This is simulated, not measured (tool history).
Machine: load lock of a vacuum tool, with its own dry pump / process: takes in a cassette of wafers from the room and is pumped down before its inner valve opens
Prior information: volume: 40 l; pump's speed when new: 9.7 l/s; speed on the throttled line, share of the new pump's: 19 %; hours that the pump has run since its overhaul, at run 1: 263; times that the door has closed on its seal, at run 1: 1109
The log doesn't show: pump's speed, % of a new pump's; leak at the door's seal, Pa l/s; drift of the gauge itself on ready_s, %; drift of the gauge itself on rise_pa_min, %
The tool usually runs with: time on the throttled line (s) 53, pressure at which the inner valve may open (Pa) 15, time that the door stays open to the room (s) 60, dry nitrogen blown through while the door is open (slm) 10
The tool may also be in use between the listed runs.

run	day	time on the throttled line (s)	pressure at which the inner valve may open (Pa)	time that the door stays open to the room (s)	dry nitrogen blown through while the door is open (slm)	hours that the pump has run since its overhaul	times that the door has closed on its seal	incoming humidity of the room's air, %	time from the closed door until the inner valve may open (s)	rise of the pressure with all valves shut (Pa/min)
1	0	53	15	60	10	263	1109	46.3	79.2	0.046
2	16.783	53	15	60	10	666	2806	46.6	79.9	0.043
3	32.1	53	15	47	10	1034	4355	44.8	79.8	0.037
4	52.533	53	15	47	10	1524	6422	46.5	79.7	0.033
5	64.617	35	15	47	10	1814	7643	47.6	65.1	0.038
6	80.446	35	15	47	10	2194	9244	44.9	64.8	0.041
7	94.292	53	15	60	10	2526	10644	44.7	79.6	0.036
8	107.1	53	15	60	10	2834	11940	44.3	79.4	0.044
9	133.092	53	15	60	10	3457	14568	43.9	79.9	0.043
10	153.612	52	15	60	10	3950	16644	46.4	78.8	0.039
11	169.088	52	15	60	10	4321	18209	45.7	79.1	0.036
12	196.288	52	15	60	10	4974	20960	48.7	78.5	0.047
13	216.617	52	15	60	10	5462	23015	47.1	78.6	0.047
14	237.408	53	15	60	10	5961	25118	44.4	79.3	0.041
15	263.808	53	15	60	10	6595	27788	43.4	79.9	0.037
16	276.7	53	15	60	10	6904	29092	46.7	79.1	0.048
17	296.379	53	15	60	10	7376	31082	46.8	79.4	0.045
18	317.138	65	15	60	10	7874	33181	41.9	88.9	0.039
19	342.45	39	15	60	10	8482	35741	44.2	68.6	0.041
20	369.617	29	13	60	10	9134	38489	46.6	60.3	0.042
21	385.662	82	27	60	13	9519	40112	46.2	100.6	0.045
22	399.021	53	23	116	26	9840	41462	46.7	77.8	0.051
23	410.612	53	23	81	8	10118	42635	50.3	77.9	0.065
24	436.521	53	23	81	8	10740	45255	47.8	78.1	0.056
25	451.842	53	15	60	9	11107	46804	47.2	79.5	0.047
26	474.867	58	11	97	10	11660	49133	44.6	84.6	0.058
27	495.938	58	20	97	16	12166	51264	49.1	82	0.059
28	508.688	58	20	97	16	12472	52553	46	82.7	0.057
29	522.992	53	15	33	10	12815	54000	46.8	79.2	0.032
30	534.725	53	15	33	10	13097	55186	45.7	79.7	0.034
31	552.021	53	15	33	10	13512	56936	47.1	79.9	0.03
32	567.079	53	15	33	10	13873	58459	41.7	79.6	0.026
33	593.596	53	13	60	19	14509	61140	42.6	80.1	0.031
34	619.767	48	13	60	20	15138	63787	42.3	75.6	0.034
35	638.896	48	13	130	17	15597	65722	43.5	76.2	0.058
36	657.342	75	23	28	19	16039	67587	46.2	95.6	0.022

Each row is a separate what-if for the run after 36, all from the same tool condition, not one after another. Results?
# day 666.4: dry pump taken out, an overhauled one fitted
A	673.929	35	17	232	10	181	69239	44.3	?	?
# day 666.4: dry pump taken out, an overhauled one fitted
B	673.929	75	27	60	33	181	69239	42.5	?	?
# day 666.4: dry pump taken out, an overhauled one fitted
C	673.929	75	19	28	19	181	69239	45.4	?	?
# day 666.4: dry pump taken out, an overhauled one fitted
D	673.929	81	15	60	10	181	69239	45.2	?	?

run	time from the closed door until the inner valve may open (s)	rise of the pressure with all valves shut (Pa/min)
A	64.2	0.113
B	94.9	0.025
C	96.2	0.026
D	101.9	0.041
Stripped of hidden state, with their random variation kept, the same runs would have yielded:
run	time from the closed door until the inner valve may open (s)	rise of the pressure with all valves shut (Pa/min)
A	64.2	0.113
B	94.9	0.025
C	96.2	0.025
D	101.9	0.04
